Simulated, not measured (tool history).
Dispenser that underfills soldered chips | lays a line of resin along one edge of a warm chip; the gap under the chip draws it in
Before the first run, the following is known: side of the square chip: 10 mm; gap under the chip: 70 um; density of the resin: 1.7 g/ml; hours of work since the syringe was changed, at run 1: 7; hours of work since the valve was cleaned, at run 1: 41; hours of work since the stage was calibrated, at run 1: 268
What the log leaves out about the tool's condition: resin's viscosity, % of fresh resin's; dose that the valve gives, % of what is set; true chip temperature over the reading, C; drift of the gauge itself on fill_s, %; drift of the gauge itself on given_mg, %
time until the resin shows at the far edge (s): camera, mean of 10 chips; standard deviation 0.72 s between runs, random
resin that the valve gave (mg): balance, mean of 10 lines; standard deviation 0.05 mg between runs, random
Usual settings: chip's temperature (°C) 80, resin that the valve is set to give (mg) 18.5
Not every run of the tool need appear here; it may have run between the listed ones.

run   hour  chip's temperature (°C)  resin that the valve is set to give (mg)  hours of work since the syringe was changed  hours of work since the valve was cleaned  hours of work since the stage was calibrated  time until the resin shows at the far edge (s)  resin that the valve gave (mg)
  1      0                       80                                      18.5                                            7                                         41                                           268                                           102.9                           18.06
       6.6  -- new syringe of resin
  2      9                       72                                      18.5                                            1                                         46                                           274                                              95                           18.09
  3   20.3                       72                                      18.5                                            8                                         53                                           280                                           164.4                           17.92
      24.9  -- new syringe of resin
  4   28.5                       80                                      18.5                                            2                                         58                                           285                                              72                           17.81
  5   38.3                       80                                      18.5                                            8                                         64                                           291                                           111.5                           17.86
      43.4  -- new syringe of resin
  6   53.6                       80                                      18.5                                            6                                         73                                           300                                            97.8                           17.74
      61.4  -- dispensing valve cleaned and set on the balance
      62.5  -- new syringe of resin
  7   63.9                       80                                      18.5                                            1                                          1                                           306                                            62.3                           18.36
  8   77.4                       80                                      18.5                                            9                                          9                                           314                                           119.2                           18.36
      80.9  -- new syringe of resin
  9   92.9                       80                                      18.5                                            7                                         19                                           323                                           103.7                           18.29
      99.7  -- new syringe of resin
 10  100.2                       80                                      18.5                                            0                                         23                                           327                                            59.1                           18.12
 11  107.5                       94                                        24                                            5                                         27                                           331                                            47.5                            23.6
 12  115.5                       70                                        24                                            9                                         32                                           336                                           187.8                           23.31
     118.1  -- new syringe of resin
 13  127.5                       70                                        24                                            6                                         39                                           343                                           137.2                           23.45
     136.1  -- new syringe of resin
 14  139.6                       92                                      22.4                                            2                                         46                                           350                                            42.1                           21.81
 15  150.8                       92                                      22.4                                            9                                         53                                           357                                            70.2                           21.69
     154.2  -- new syringe of resin
 16  159.4                       73                                      16.4                                            3                                         58                                           362                                           101.6                           15.94
 17  168.1                       87                                      22.1                                            8                                         63                                           367                                            84.4                           21.27
     172.8  -- new syringe of resin
 18  179.1                       87                                      22.1                                            4                                         70                                           374                                            56.7                            21.2
 19    187                       72                                      17.8                                            9                                         74                                           379                                           160.2                           17.03
     190.5  -- new syringe of resin
     192.9  -- dispensing valve cleaned and set on the balance
 20  197.2                       69                                      19.8                                            3                                          3                                           384                                             120                           19.77

Hidden state at the last listed run before each entry between runs and at the first one after, where it differs:
In the gap between runs 1 and 2: new syringe of resin (hour 6.6)
  resin's viscosity, % of fresh resin's: 171.3 -> 112.1; dose that the valve gives, % of what is set: 97.64 -> 97.37; true chip temperature over the reading, C: 2.14 -> 2.18
  what was measured, less what the result would be without the hidden state, time until the resin shows at the far edge (s): +37.3 -> +2; resin that the valve gave (mg): -0.44 -> -0.49
In the gap between runs 3 and 4: new syringe of resin (hour 24.9)
  resin's viscosity, % of fresh resin's: 192 -> 118.1; dose that the valve gives, % of what is set: 96.97 -> 96.72; true chip temperature over the reading, C: 2.24 -> 2.27
  what was measured, less what the result would be without the hidden state, time until the resin shows at the far edge (s): +70.3 -> +5.2; resin that the valve gave (mg): -0.56 -> -0.6
In the gap between runs 5 and 6: new syringe of resin (hour 43.4)
  resin's viscosity, % of fresh resin's: 187.9 -> 164.3; dose that the valve gives, % of what is set: 96.39 -> 95.94; true chip temperature over the reading, C: 2.32 -> 2.39
  what was measured, less what the result would be without the hidden state, time until the resin shows at the far edge (s): +46.7 -> +32.3; resin that the valve gave (mg): -0.67 -> -0.75
In the gap between runs 6 and 7: dispensing valve cleaned and set on the balance (hour 61.4); new syringe of resin (hour 62.5)
  resin's viscosity, % of fresh resin's: 164.3 -> 105.6; dose that the valve gives, % of what is set: 95.94 -> 99.51; true chip temperature over the reading, C: 2.39 -> 2.43
  what was measured, less what the result would be without the hidden state, time until the resin shows at the far edge (s): +32.3 -> -3; resin that the valve gave (mg): -0.75 -> -0.1
In the gap between runs 8 and 9: new syringe of resin (hour 80.9)
  resin's viscosity, % of fresh resin's: 201.2 -> 176.7; dose that the valve gives, % of what is set: 99.03 -> 98.54; true chip temperature over the reading, C: 2.5 -> 2.56
  what was measured, less what the result would be without the hidden state, time until the resin shows at the far edge (s): +53.5 -> +38.5; resin that the valve gave (mg): -0.18 -> -0.27
In the gap between runs 9 and 10: new syringe of resin (hour 99.7)
  resin's viscosity, % of fresh resin's: 176.7 -> 102.2; dose that the valve gives, % of what is set: 98.54 -> 98.34; true chip temperature over the reading, C: 2.56 -> 2.6
  what was measured, less what the result would be without the hidden state, time until the resin shows at the far edge (s): +38.5 -> -5.2; resin that the valve gave (mg): -0.27 -> -0.31
In the gap between runs 12 and 13: new syringe of resin (hour 118.1)
  resin's viscosity, % of fresh resin's: 212.1 -> 155.9; dose that the valve gives, % of what is set: 97.84 -> 97.46; true chip temperature over the reading, C: 2.67 -> 2.73
  what was measured, less what the result would be without the hidden state, time until the resin shows at the far edge (s): +88 -> +37.9; resin that the valve gave (mg): -0.51 -> -0.61
In the gap between runs 13 and 14: new syringe of resin (hour 136.1)
  resin's viscosity, % of fresh resin's: 155.9 -> 117.8; dose that the valve gives, % of what is set: 97.46 -> 97.06; true chip temperature over the reading, C: 2.73 -> 2.78
  what was measured, less what the result would be without the hidden state, time until the resin shows at the far edge (s): +37.9 -> +2.3; resin that the valve gave (mg): -0.61 -> -0.66
In the gap between runs 15 and 16: new syringe of resin (hour 154.2)
  resin's viscosity, % of fresh resin's: 201 -> 128.6; dose that the valve gives, % of what is set: 96.7 -> 96.41; true chip temperature over the reading, C: 2.84 -> 2.87
  what was measured, less what the result would be without the hidden state, time until the resin shows at the far edge (s): +31.3 -> +13; resin that the valve gave (mg): -0.74 -> -0.6
In the gap between runs 17 and 18: new syringe of resin (hour 172.8)
  resin's viscosity, % of fresh resin's: 194 -> 135.1; dose that the valve gives, % of what is set: 96.13 -> 95.75; true chip temperature over the reading, C: 2.92 -> 2.96
  what was measured, less what the result would be without the hidden state, time until the resin shows at the far edge (s): +35.8 -> +9.5; resin that the valve gave (mg): -0.85 -> -0.94
In the gap between runs 19 and 20: new syringe of resin (hour 190.5); dispensing valve cleaned and set on the balance (hour 192.9)
  resin's viscosity, % of fresh resin's: 196.7 -> 130.3; dose that the valve gives, % of what is set: 95.51 -> 99.95; true chip temperature over the reading, C: 3 -> 3.04
  what was measured, less what the result would be without the hidden state, time until the resin shows at the far edge (s): +68 -> +14.5; resin that the valve gave (mg): -0.8 -> -0.01
